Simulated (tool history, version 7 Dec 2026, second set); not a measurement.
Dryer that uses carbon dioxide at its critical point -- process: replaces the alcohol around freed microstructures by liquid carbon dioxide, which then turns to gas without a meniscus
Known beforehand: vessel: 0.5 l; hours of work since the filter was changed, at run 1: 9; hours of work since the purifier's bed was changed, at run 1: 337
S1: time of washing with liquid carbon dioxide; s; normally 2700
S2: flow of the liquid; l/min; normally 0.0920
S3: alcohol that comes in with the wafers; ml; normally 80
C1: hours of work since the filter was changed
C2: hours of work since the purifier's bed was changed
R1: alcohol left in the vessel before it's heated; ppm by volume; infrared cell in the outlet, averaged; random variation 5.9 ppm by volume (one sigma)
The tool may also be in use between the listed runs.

Run 1, hour 0.0: usual settings; C1 9; C2 337. Result: R1 286 ppm by volume.
Run 2, hour 11.6: usual settings; C1 15; C2 344. Result: R1 304 ppm by volume.
Run 3, hour 28.2: usual settings; C1 24; C2 352. Result: R1 298 ppm by volume.
Run 4, hour 45.7: usual settings but S2 0.1055 l/min; C1 34; C2 362. Result: R1 167 ppm by volume.
Run 5, hour 58.3: usual settings but S2 0.1055 l/min; C1 40; C2 369. Result: R1 178 ppm by volume.
Run 6, hour 78.2: usual settings; C1 51; C2 379. Result: R1 334 ppm by volume.
Run 7, hour 94.2: usual settings but S3 86 ml; C1 59; C2 388. Result: R1 381 ppm by volume.
Run 8, hour 112.0: usual settings but S3 86 ml; C1 69; C2 397. Result: R1 387 ppm by volume.
Run 9, hour 124.9: usual settings but S3 86 ml; C1 76; C2 404. Result: R1 391 ppm by volume.
Run 10, hour 136.4: usual settings but S3 86 ml; C1 82; C2 410. Result: R1 393 ppm by volume.
Run 11, hour 158.1: usual settings but S1 3600 s; C1 94; C2 422. Result: R1 120 ppm by volume.
Run 12, hour 171.4: usual settings but S1 3600 s; C1 101; C2 429. Result: R1 135 ppm by volume.
Run 13, hour 184.3: usual settings but S1 3600 s; C1 108; C2 436. Result: R1 147 ppm by volume.
Run 14, hour 195.2: usual settings but S1 3180 s, S2 0.0637 l/min; C1 113; C2 442. Result: R1 1188 ppm by volume.
Run 15, hour 217.4: usual settings but S1 1680 s, S2 0.1056 l/min; C1 125; C2 454. Result: R1 2044 ppm by volume.
Run 16, hour 231.1: usual settings but S1 1680 s, S2 0.1056 l/min; C1 133; C2 461. Result: R1 2098 ppm by volume.
Run 17, hour 242.5: usual settings but S1 2160 s, S2 0.0944 l/min, S3 78 ml; C1 139; C2 467. Result: R1 1168 ppm by volume.
Run 18, hour 260.2: usual settings but S1 2820 s, S2 0.0900 l/min, S3 46 ml; C1 148; C2 477. Result: R1 297 ppm by volume.
Run 19, hour 276.4: usual settings but S1 3960 s, S2 0.0900 l/min, S3 46 ml; C1 157; C2 485. Result: R1 140 ppm by volume.
Run 20, hour 286.9: usual settings but S1 3000 s; C1 163; C2 491. Result: R1 311 ppm by volume.
Run 21, hour 301.6: usual settings but S1 3000 s, S2 0.0661 l/min, S3 33 ml; C1 170; C2 499. Result: R1 697 ppm by volume.
Run 22, hour 311.6: usual settings but S1 3000 s, S2 0.0706 l/min, S3 25 ml; C1 176; C2 504. Result: R1 455 ppm by volume.
Run 23, hour 321.6: usual settings but S1 1740 s, S3 45 ml; C1 181; C2 509. Result: R1 2128 ppm by volume.
Run 24, hour 334.0: usual settings but S1 1740 s, S3 45 ml; C1 188; C2 516. Result: R1 2084 ppm by volume.

Pick out some run-to-run changes in R1. Of each, how much would a tool without hidden state show as well, from the settings, what came in and chance, and how much is left for the hidden state and any gauge scatter not in both results compared?
What the log doesn't record here: flow that reaches the vessel past the clogged filter, %; alcohol in the recycled carbon dioxide, ppm; drift of the gauge itself on alcohol_ppm, %.
Run 13 -> 14: S1 3600 -> 3180, S2 0.0920 -> 0.0637. R1 +1041 ppm by volume: hidden state +340, all else +701.
Run 22 -> 23: S1 3000 -> 1740, S2 0.0706 -> 0.0920, S3 25 -> 45. R1 +1673 ppm by volume: hidden state +638, all else +1035.

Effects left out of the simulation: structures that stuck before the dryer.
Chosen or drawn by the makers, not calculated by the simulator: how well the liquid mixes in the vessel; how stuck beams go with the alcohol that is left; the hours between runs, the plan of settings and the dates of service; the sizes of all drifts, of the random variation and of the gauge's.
